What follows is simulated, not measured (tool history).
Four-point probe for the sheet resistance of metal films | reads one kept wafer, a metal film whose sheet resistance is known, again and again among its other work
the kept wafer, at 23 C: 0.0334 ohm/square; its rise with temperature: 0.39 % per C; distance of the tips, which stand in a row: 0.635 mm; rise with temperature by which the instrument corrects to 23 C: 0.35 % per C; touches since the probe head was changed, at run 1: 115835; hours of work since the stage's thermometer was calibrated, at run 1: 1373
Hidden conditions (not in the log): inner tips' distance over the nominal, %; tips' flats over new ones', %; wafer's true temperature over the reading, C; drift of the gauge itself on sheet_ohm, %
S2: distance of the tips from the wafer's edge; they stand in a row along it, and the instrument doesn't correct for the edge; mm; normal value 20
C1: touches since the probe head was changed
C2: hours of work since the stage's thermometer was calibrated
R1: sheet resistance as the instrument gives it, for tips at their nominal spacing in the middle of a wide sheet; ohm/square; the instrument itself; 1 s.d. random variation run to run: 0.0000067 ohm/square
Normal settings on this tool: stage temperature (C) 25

run 1 day=0 | stage_temperature_(C)=25 S2=20 | C1=115835 C2=1373 | R1=0.033425
-- day=0.938 new probe head fitted
run 2 day=1.975 | stage_temperature_(C)=25 S2=20 | C1=1071 C2=1403 | R1=0.033452
run 3 day=4.104 | stage_temperature_(C)=25 S2=20 | C1=3267 C2=1436 | R1=0.033447
run 4 day=6.442 | stage_temperature_(C)=25 S2=20 | C1=5680 C2=1472 | R1=0.033432
run 5 day=7.917 | stage_temperature_(C)=25 S2=20 | C1=7201 C2=1495 | R1=0.033427
run 6 day=9.617 | stage_temperature_(C)=25 S2=3 | C1=8955 C2=1521 | R1=0.034204
run 7 day=11.496 | stage_temperature_(C)=26 S2=20 | C1=10896 C2=1551 | R1=0.033459
run 8 day=12.825 | stage_temperature_(C)=33 S2=20 | C1=12268 C2=1571 | R1=0.033527
run 9 day=14.079 | stage_temperature_(C)=33 S2=20 | C1=13564 C2=1591 | R1=0.033527
run 10 day=16.275 | stage_temperature_(C)=25 S2=20 | C1=15828 C2=1625 | R1=0.033448
run 11 day=18.388 | stage_temperature_(C)=19 S2=20 | C1=18010 C2=1658 | R1=0.033362
run 12 day=20.621 | stage_temperature_(C)=23 S2=20 | C1=20314 C2=1692 | R1=0.033416
run 13 day=22.104 | stage_temperature_(C)=23 S2=20 | C1=21845 C2=1715 | R1=0.033406
run 14 day=23.804 | stage_temperature_(C)=25 S2=14 | C1=23602 C2=1742 | R1=0.033466
run 15 day=26.442 | stage_temperature_(C)=25 S2=14 | C1=26323 C2=1783 | R1=0.033458
run 16 day=28.908 | stage_temperature_(C)=25 S2=14 | C1=28871 C2=1821 | R1=0.03345
run 17 day=30.133 | stage_temperature_(C)=25 S2=14 | C1=30135 C2=1840 | R1=0.033454
run 18 day=32.329 | stage_temperature_(C)=25 S2=14 | C1=32402 C2=1874 | R1=0.033462
run 19 day=34.958 | stage_temperature_(C)=22 S2=20 | C1=35112 C2=1915 | R1=0.033413
run 20 day=37.375 | stage_temperature_(C)=22 S2=20 | C1=37607 C2=1953 | R1=0.033423
run 21 day=38.983 | stage_temperature_(C)=22 S2=20 | C1=39269 C2=1978 | R1=0.033401
run 22 day=40.346 | stage_temperature_(C)=24 S2=7 | C1=40673 C2=1999 | R1=0.033546
run 23 day=41.988 | stage_temperature_(C)=28 S2=3 | C1=42369 C2=2024 | R1=0.034248
run 24 day=43.275 | stage_temperature_(C)=31 S2=4 | C1=43697 C2=2044 | R1=0.033944
run 25 day=45.592 | stage_temperature_(C)=27 S2=56 | C1=46090 C2=2080 | R1=0.033447
run 26 day=47.083 | stage_temperature_(C)=27 S2=56 | C1=47629 C2=2103 | R1=0.033448
run 27 day=49.167 | stage_temperature_(C)=32 S2=21 | C1=49777 C2=2136 | R1=0.033515
-- day=49.383 stage's thermometer calibrated
run 28 day=51.112 | stage_temperature_(C)=29 S2=53 | C1=51764 C2=27 | R1=0.033467
run 29 day=53.829 | stage_temperature_(C)=31 S2=53 | C1=54567 C2=69 | R1=0.033493
run 30 day=56.108 | stage_temperature_(C)=31 S2=53 | C1=56924 C2=105 | R1=0.03348
run 31 day=57.975 | stage_temperature_(C)=31 S2=53 | C1=58847 C2=133 | R1=0.033497
run 32 day=60.283 | stage_temperature_(C)=23 S2=12 | C1=61232 C2=169 | R1=0.033456
run 33 day=61.496 | stage_temperature_(C)=23 S2=12 | C1=62481 C2=188 | R1=0.033438
run 34 day=64.354 | stage_temperature_(C)=23 S2=12 | C1=65433 C2=233 | R1=0.033447
run 35 day=66.5 | stage_temperature_(C)=23 S2=12 | C1=67647 C2=266 | R1=0.033442
run 36 day=68.612 | stage_temperature_(C)=33 S2=4 | C1=69828 C2=299 | R1=0.033968
run 37 day=71.004 | stage_temperature_(C)=33 S2=4 | C1=72296 C2=336 | R1=0.033964
run 38 day=72.254 | stage_temperature_(C)=29 S2=32 | C1=73586 C2=355 | R1=0.033477
run 39 day=74.062 | stage_temperature_(C)=29 S2=32 | C1=75453 C2=383 | R1=0.033476
run 40 day=76.029 | stage_temperature_(C)=20 S2=51 | C1=77482 C2=414 | R1=0.033355
run 41 day=77.421 | stage_temperature_(C)=20 S2=51 | C1=78919 C2=436 | R1=0.033354
run 42 day=79.433 | stage_temperature_(C)=20 S2=51 | C1=80995 C2=467 | R1=0.033358

Predict each of these 5 candidate next runs independently; none follows another, all start after run 42:
run A day=81.971 | stage_temperature_(C)=21 S2=12 | C1=83615 C2=506 | R1=?
run B day=81.971 | stage_temperature_(C)=30 S2=41 | C1=83615 C2=506 | R1=?
run C day=81.971 | stage_temperature_(C)=23 S2=25 | C1=83615 C2=506 | R1=?
run D day=81.971 | stage_temperature_(C)=18 S2=4 | C1=83615 C2=506 | R1=?
run E day=81.971 | stage_temperature_(C)=23 S2=7 | C1=83615 C2=506 | R1=?

run=A R1=0.033419
run=B R1=0.033482
run=C R1=0.033413
run=D R1=0.033783
run=E R1=0.033541
Without the tool's hidden state the same runs would have given:
run=A R1=0.033425
run=B R1=0.033488
run=C R1=0.033419
run=D R1=0.03379
run=E R1=0.033547
